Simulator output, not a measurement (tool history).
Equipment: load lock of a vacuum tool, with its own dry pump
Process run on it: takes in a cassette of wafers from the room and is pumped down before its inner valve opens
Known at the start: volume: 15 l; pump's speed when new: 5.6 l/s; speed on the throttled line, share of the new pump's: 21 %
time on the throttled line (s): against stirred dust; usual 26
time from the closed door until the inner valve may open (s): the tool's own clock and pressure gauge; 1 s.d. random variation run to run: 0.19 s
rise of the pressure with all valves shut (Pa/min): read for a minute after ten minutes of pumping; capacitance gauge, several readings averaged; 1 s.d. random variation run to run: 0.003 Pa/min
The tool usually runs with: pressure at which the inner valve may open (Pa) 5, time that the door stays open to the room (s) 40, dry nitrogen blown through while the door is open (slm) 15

run,hour,time on the throttled line (s),pressure at which the inner valve may open (Pa),time that the door stays open to the room (s),dry nitrogen blown through while the door is open (slm),"incoming humidity of the room's air, %",time from the closed door until the inner valve may open (s),rise of the pressure with all valves shut (Pa/min)
1,0.0,26,5,40,15,44.1,47.4,0.042
# hour 121.4: dry pump taken out, an overhauled one fitted
2,307.8,26,5,40,15,42.9,47.5,0.039
3,591.0,26,5,40,15,42.7,47.5,0.034
4,857.7,26,5,40,15,42.6,47.8,0.041
5,1127.0,26,5,40,15,47.2,47.2,0.049
6,1276.2,26,10,40,15,47.2,45.4,0.038
7,1455.7,26,10,40,15,44.8,45.8,0.044
8,1667.7,26,5,40,15,46.9,47.3,0.039
9,1849.3,24,5,40,15,49.4,45.6,0.042
10,2070.4,24,5,40,15,45.8,45.6,0.036
11,2332.7,24,5,40,15,43.3,45.7,0.044
12,2474.1,24,5,40,15,46.9,46.0,0.047
13,2598.5,24,5,40,15,44.9,45.7,0.037
14,2875.1,24,5,40,15,46.8,45.6,0.040
15,3044.8,24,5,40,15,46.6,45.7,0.037

Predict the results of run 16:
16,3335.6,16,5,137,41,42.9,?,?

Run 16 produced time from the closed door until the inner valve may open (s) 39.6, rise of the pressure with all valves shut (Pa/min) 0.036.
If the tool had no hidden condition, the same run with the same run-to-run variation would have returned time from the closed door until the inner valve may open (s) 39.6, rise of the pressure with all valves shut (Pa/min) 0.035.

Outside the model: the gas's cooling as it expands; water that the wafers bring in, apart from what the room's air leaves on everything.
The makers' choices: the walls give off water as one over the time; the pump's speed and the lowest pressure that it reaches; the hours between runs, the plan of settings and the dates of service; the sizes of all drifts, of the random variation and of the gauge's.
